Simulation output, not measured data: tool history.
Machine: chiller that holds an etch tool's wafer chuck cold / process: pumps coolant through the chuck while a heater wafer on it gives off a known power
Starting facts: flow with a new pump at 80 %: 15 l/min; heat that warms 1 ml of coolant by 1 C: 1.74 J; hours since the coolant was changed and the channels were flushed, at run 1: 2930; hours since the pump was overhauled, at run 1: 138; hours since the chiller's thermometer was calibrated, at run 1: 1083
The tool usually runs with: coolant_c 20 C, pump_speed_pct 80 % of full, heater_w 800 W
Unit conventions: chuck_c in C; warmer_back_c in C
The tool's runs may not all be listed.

run	day	coolant_c	pump_speed_pct	heater_w	hours since the coolant was changed and the channels were flushed	hours since the pump was overhauled	hours since the chiller's thermometer was calibrated	chuck_c	warmer_back_c
1	0	20	80	800	2930	138	1083	29	1.86
2	1.55	20	80	800	2968	175	1120	29.2	1.84
3	2.958	20	80	641	3001	209	1154	27.4	1.5
4	3.792	20	80	641	3021	229	1174	27.2	1.5
5	4.75	20	80	800	3044	252	1197	28.9	1.83
6	5.683	20	80	800	3067	274	1219	29.2	1.85
7	6.796	20	80	800	3094	301	1246	29.1	1.8

Expected results for the next run?
8	7.454	18	71	577	3109	317	1261	?	?

Run 8 measured chuck_c 25.2 C, warmer_back_c 1.48 C.
The same run, on a tool lacking any hidden state, would have yielded chuck_c 24.4 C, warmer_back_c 1.47 C.
